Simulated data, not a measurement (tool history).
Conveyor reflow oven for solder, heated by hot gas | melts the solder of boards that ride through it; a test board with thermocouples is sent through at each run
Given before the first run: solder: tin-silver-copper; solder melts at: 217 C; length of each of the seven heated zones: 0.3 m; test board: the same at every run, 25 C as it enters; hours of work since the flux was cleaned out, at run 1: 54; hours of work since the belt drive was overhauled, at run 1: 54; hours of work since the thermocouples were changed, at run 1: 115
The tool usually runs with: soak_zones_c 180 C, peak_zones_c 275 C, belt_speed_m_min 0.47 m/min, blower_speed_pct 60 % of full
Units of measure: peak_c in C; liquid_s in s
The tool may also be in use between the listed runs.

run	hour	soak_zones_c	peak_zones_c	belt_speed_m_min	blower_speed_pct	hours of work since the flux was cleaned out	hours of work since the belt drive was overhauled	hours of work since the thermocouples were changed	peak_c	liquid_s
1	0	180	275	0.47	60	54	54	115	258.8	64.3
2	51.8	192	275	0.47	60	95	95	156	260.9	69.2
3	76.4	180	275	0.496	60	114	114	175	256.6	59.1
4	103.5	180	275	0.47	60	135	135	196	258.7	63.2
# hour 155.1: flux residue cleaned out of gas plates and filters
5	157.6	180	275	0.474	60	2	174	235	258.2	63.2
6	183.6	180	275	0.474	60	22	194	255	258.2	62.9
7	221.2	165	275	0.47	60	52	224	285	255.9	56.6
8	268.5	165	275	0.47	60	89	261	322	255.6	56.7
9	314	180	275	0.47	60	125	297	358	258.3	63.9
10	341.8	193	285	0.492	79	147	319	379	272.9	72.3
11	370.2	193	285	0.509	73	169	341	402	270.6	69.2
# hour 378.9: flux residue cleaned out of gas plates and filters
12	400.9	190	284	0.47	60	17	361	422	269.4	73.7
# hour 408.3: flux residue cleaned out of gas plates and filters, once more
13	454.6	173	275	0.493	50	36	399	460	252.8	54.2
14	491.3	173	275	0.493	50	65	428	489	253	53.6
15	524	173	275	0.493	50	91	454	515	253	53.8
16	553.3	167	272	0.527	68	114	477	538	253.8	49.8
17	580.9	184	275	0.514	60	136	499	560	257.9	59.7
# hour 632.7: flux residue cleaned out of gas plates and filters
18	636.9	180	265	0.463	60	3	539	600	252.5	61.8

Pick out some run-to-run changes in peak_c. Of each, how much would a tool without hidden state show as well, from the settings, what came in and chance, and how much is left for the hidden state and any gauge scatter not in both results compared?
Hidden state present: heat that the gas passes to the board, % of a clean oven's; belt's true speed, % of the reading; true gas temperature in zones 6 and 7 over the reading, C; drift of the gauge itself on peak_c, C; drift of the gauge itself on liquid_s, %.
Run 11 -> 12: soak_zones_c 193 -> 190, peak_zones_c 285 -> 284, belt_speed_m_min 0.509 -> 0.47, blower_speed_pct 73 -> 60, flux residue cleaned out of gas plates and filters. peak_c -1.2 C: hidden state +1.6, all else -2.8.
Run 12 -> 13: soak_zones_c 190 -> 173, peak_zones_c 284 -> 275, belt_speed_m_min 0.47 -> 0.493, blower_speed_pct 60 -> 50, flux residue cleaned out of gas plates and filters, once more. peak_c -16.6 C: hidden state +0.3, all else -16.9.

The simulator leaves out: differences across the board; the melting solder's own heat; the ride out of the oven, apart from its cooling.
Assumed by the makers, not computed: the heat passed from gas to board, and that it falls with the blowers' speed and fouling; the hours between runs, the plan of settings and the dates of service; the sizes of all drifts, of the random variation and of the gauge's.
